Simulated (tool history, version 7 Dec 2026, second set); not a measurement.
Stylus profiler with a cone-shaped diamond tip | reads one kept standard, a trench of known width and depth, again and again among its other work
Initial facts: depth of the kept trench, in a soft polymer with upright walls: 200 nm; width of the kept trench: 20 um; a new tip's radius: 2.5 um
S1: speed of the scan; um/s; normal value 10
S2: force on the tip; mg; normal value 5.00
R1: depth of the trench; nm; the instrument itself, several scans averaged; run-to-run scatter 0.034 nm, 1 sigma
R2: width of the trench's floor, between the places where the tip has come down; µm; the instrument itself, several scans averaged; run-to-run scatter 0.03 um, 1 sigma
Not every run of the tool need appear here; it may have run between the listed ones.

run	hour	S1	S2	R1	R2
1	0.0	10	5.00	201.64	17.51
2	74.3	10	5.00	201.65	17.50
3	158.3	10	1.98	200.60	17.56
4	204.6	10	1.98	200.62	17.41
5	288.5	10	6.45	201.92	17.43
6	350.3	10	5.00	201.55	17.42
7	419.8	10	6.72	202.04	17.43
8	460.9	10	6.72	201.99	17.47
# hour 467.6: height scale calibrated on a step standard
9	509.5	10	6.72	201.86	17.40
10	547.4	10	6.72	201.86	17.41
11	599.4	10	6.72	201.85	17.42
12	652.5	10	6.72	201.87	17.41
13	726.9	6	3.91	200.98	17.46
14	761.9	9	3.91	201.03	17.40

Run 15 has not been measured yet. What should we expect?
# hour 772.7: height scale calibrated on a step standard, once more
15	834.1	8	3.19	?	?

Logged for run 15: R1 201.60 nm, R2 17.40 µm.
Take away the tool's hidden state, keep the run-to-run variation as it was, and the same run would have given R1 201.63 nm, R2 18.04 µm.

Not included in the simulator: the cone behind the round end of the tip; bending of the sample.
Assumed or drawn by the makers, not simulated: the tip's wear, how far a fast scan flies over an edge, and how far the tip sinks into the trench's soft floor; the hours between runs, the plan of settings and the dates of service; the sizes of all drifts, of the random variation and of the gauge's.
